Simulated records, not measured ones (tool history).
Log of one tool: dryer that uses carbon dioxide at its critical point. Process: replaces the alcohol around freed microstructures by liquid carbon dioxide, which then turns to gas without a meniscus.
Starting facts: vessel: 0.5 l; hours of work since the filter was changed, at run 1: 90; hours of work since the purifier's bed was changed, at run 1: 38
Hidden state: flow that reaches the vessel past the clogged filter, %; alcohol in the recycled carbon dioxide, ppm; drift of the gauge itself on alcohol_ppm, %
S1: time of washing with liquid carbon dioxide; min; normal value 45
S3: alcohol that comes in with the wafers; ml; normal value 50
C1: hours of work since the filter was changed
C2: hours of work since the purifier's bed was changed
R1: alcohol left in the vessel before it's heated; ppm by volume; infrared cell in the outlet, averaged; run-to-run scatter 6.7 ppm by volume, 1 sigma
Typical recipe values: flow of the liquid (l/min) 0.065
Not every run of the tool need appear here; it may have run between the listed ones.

{"run": 1, "hour": 0.0, "S1": 45, "flow of the liquid (l/min)": 0.065, "S3": 50, "C1": 90, "C2": 38, "R1": 344}
{"run": 2, "hour": 7.6, "S1": 57, "flow of the liquid (l/min)": 0.065, "S3": 50, "C1": 95, "C2": 43, "R1": 102}
{"run": 3, "hour": 13.5, "S1": 45, "flow of the liquid (l/min)": 0.075, "S3": 50, "C1": 98, "C2": 47, "R1": 171}
{"run": 4, "hour": 19.5, "S1": 45, "flow of the liquid (l/min)": 0.065, "S3": 50, "C1": 102, "C2": 51, "R1": 352}
{"run": 5, "hour": 33.1, "S1": 45, "flow of the liquid (l/min)": 0.065, "S3": 50, "C1": 111, "C2": 60, "R1": 348}
{"run": 6, "hour": 43.4, "S1": 45, "flow of the liquid (l/min)": 0.0485, "S3": 50, "C1": 118, "C2": 67, "R1": 1383}
{"run": 7, "hour": 55.3, "S1": 54, "flow of the liquid (l/min)": 0.065, "S3": 50, "C1": 126, "C2": 75, "R1": 129}
{"run": 8, "hour": 64.6, "S1": 34, "flow of the liquid (l/min)": 0.065, "S3": 92, "C1": 132, "C2": 81, "R1": 2591}
{"run": 9, "hour": 76.0, "S1": 34, "flow of the liquid (l/min)": 0.0687, "S3": 119, "C1": 140, "C2": 88, "R1": 2582}
{"run": 10, "hour": 89.3, "S1": 34, "flow of the liquid (l/min)": 0.0687, "S3": 119, "C1": 148, "C2": 97, "R1": 2631}
{"run": 11, "hour": 97.2, "S1": 66, "flow of the liquid (l/min)": 0.0405, "S3": 35, "C1": 154, "C2": 102, "R1": 395}
{"run": 12, "hour": 108.8, "S1": 66, "flow of the liquid (l/min)": 0.0405, "S3": 35, "C1": 161, "C2": 110, "R1": 395}
{"run": 13, "hour": 119.8, "S1": 45, "flow of the liquid (l/min)": 0.065, "S3": 38, "C1": 168, "C2": 117, "R1": 324}

4 ways to go on from here, each from the tool as it stands after run 13. What would each give?
{"run": "A", "hour": 129.7, "S1": 68, "flow of the liquid (l/min)": 0.0557, "S3": 76, "C1": 175, "C2": 124, "R1": "?"}
{"run": "B", "hour": 129.7, "S1": 45, "flow of the liquid (l/min)": 0.0401, "S3": 22, "C1": 175, "C2": 124, "R1": "?"}
{"run": "C", "hour": 129.7, "S1": 66, "flow of the liquid (l/min)": 0.0569, "S3": 81, "C1": 175, "C2": 124, "R1": "?"}
{"run": "D", "hour": 129.7, "S1": 61, "flow of the liquid (l/min)": 0.1043, "S3": 119, "C1": 175, "C2": 124, "R1": "?"}

run=A R1=142
run=B R1=1311
run=C R1=155
run=D R1=51
Had the tool no hidden state, the same runs would have come out as:
run=A R1=81
run=B R1=1120
run=C R1=89
run=D R1=10
